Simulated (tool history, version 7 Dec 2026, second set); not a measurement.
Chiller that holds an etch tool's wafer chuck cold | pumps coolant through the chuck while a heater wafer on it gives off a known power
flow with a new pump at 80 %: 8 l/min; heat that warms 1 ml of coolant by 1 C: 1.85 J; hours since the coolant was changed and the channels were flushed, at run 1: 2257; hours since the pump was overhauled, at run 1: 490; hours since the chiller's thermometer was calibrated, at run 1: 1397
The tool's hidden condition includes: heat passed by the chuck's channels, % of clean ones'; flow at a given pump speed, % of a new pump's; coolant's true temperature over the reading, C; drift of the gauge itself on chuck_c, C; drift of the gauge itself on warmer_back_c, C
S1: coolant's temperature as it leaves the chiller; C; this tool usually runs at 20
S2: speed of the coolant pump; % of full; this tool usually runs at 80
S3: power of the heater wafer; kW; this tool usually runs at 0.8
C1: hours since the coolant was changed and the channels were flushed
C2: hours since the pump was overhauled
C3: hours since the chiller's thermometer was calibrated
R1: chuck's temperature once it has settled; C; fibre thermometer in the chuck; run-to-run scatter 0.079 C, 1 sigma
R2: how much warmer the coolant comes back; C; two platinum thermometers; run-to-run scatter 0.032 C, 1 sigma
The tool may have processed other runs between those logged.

Run 1, hour 0: usual settings; C1 2257; C2 490; C3 1397. Result: R1 25.95 C, R2 3.3 C.
Run 2, hour 30.2: usual settings; C1 2287; C2 520; C3 1428. Result: R1 25.95 C, R2 3.3 C.
Run 3, hour 50.8: usual settings; C1 2308; C2 541; C3 1448. Result: R1 25.86 C, R2 3.26 C.
Run 4, hour 83.2: usual settings; C1 2340; C2 574; C3 1481. Result: R1 25.91 C, R2 3.25 C.
Run 5, hour 110.5: usual settings; C1 2367; C2 601; C3 1508. Result: R1 25.91 C, R2 3.29 C.
Run 6, hour 136.5: usual settings but S3 0.419 kW; C1 2393; C2 627; C3 1534. Result: R1 22.96 C, R2 1.75 C.
Run 7, hour 169.3: usual settings but S3 0.822 kW; C1 2426; C2 660; C3 1567. Result: R1 26.09 C, R2 3.4 C.
Run 8, hour 206.8: usual settings but S3 0.822 kW; C1 2464; C2 697; C3 1604. Result: R1 26.24 C, R2 3.39 C.
Run 9, hour 240.1: usual settings but S3 0.822 kW; C1 2497; C2 730; C3 1637. Result: R1 26.06 C, R2 3.38 C.
Run 10, hour 258.4: usual settings but S3 0.502 kW; C1 2515; C2 749; C3 1656. Result: R1 23.68 C, R2 2.04 C.
Run 11, hour 296.1: usual settings but S3 0.502 kW; C1 2553; C2 786; C3 1694. Result: R1 23.78 C, R2 2.02 C.
Run 12, hour 320.4: usual settings but S3 0.502 kW; C1 2577; C2 811; C3 1718. Result: R1 23.67 C, R2 2.09 C.
Run 13, hour 340.9: usual settings but S2 68 % of full, S3 0.728 kW; C1 2598; C2 831; C3 1738. Result: R1 26.21 C, R2 3.57 C.
Run 14, hour 383.3: usual settings but S2 70 % of full, S3 0.44 kW; C1 2640; C2 874; C3 1781. Result: R1 23.68 C, R2 2.09 C.
Run 15, hour 405: usual settings but S1 10 C, S2 67 % of full, S3 0.95 kW; C1 2662; C2 895; C3 1802. Result: R1 18.24 C, R2 4.73 C.
Run 16, hour 445.9: usual settings but S2 77 % of full; C1 2703; C2 936; C3 1843. Result: R1 26.12 C, R2 3.48 C.
Run 17, hour 487.4: usual settings but S2 68 % of full, S3 0.582 kW; C1 2744; C2 978; C3 1885. Result: R1 25.01 C, R2 2.91 C.
Run 18, hour 526.8: usual settings but S3 0.864 kW; C1 2784; C2 1017; C3 1924. Result: R1 26.74 C, R2 3.56 C.
Run 19, hour 555.7: usual settings but S2 76 % of full, S3 0.684 kW; C1 2813; C2 1046; C3 1953. Result: R1 25.42 C, R2 3.01 C.
Run 20, hour 578.7: usual settings but S1 30 C, S2 60 % of full; C1 2836; C2 1069; C3 1976. Result: R1 37.44 C, R2 4.58 C.
Run 21, hour 611.7: usual settings but S1 17 C, S2 74 % of full, S3 0.69 kW; C1 2869; C2 1102; C3 2009. Result: R1 22.52 C, R2 3.14 C.
Run 22, hour 649.1: usual settings but S2 99 % of full, S3 0.993 kW; C1 2906; C2 1139; C3 2046. Result: R1 26.52 C, R2 3.39 C.
Run 23, hour 676.7: usual settings but S1 10 C, S2 96 % of full, S3 0.482 kW; C1 2934; C2 1167; C3 2074. Result: R1 13.34 C, R2 1.65 C.

Branching from run 23: 5 alternative next runs. What would each branch give?
Run A, hour 712.4: usual settings but S1 14 C, S2 86 % of full, S3 0.793 kW; C1 2969; C2 1203; C3 2110. Result: R1 ?, R2 ?.
Run B, hour 712.4: usual settings but S1 13 C, S2 91 % of full, S3 0.595 kW; C1 2969; C2 1203; C3 2110. Result: R1 ?, R2 ?.
Run C, hour 712.4: usual settings but S2 89 % of full; C1 2969; C2 1203; C3 2110. Result: R1 ?, R2 ?.
Run D, hour 712.4: usual settings but S1 14 C, S2 94 % of full, S3 0.482 kW; C1 2969; C2 1203; C3 2110. Result: R1 ?, R2 ?.
Run E, hour 712.4: usual settings but S1 15 C, S2 63 % of full, S3 0.561 kW; C1 2969; C2 1203; C3 2110. Result: R1 ?, R2 ?.

run     R1    R2
  A  19.87  3.07
  B  17.25  2.15
  C  25.74  2.97
  D  17.39  1.77
  E  20.11   3.1
Stripped of hidden state, with their random variation kept, the same runs would have yielded:
run     R1    R2
  A  19.29  2.97
  B  16.79  2.07
  C  25.15  2.87
  D  17.02  1.72
  E  19.61     3

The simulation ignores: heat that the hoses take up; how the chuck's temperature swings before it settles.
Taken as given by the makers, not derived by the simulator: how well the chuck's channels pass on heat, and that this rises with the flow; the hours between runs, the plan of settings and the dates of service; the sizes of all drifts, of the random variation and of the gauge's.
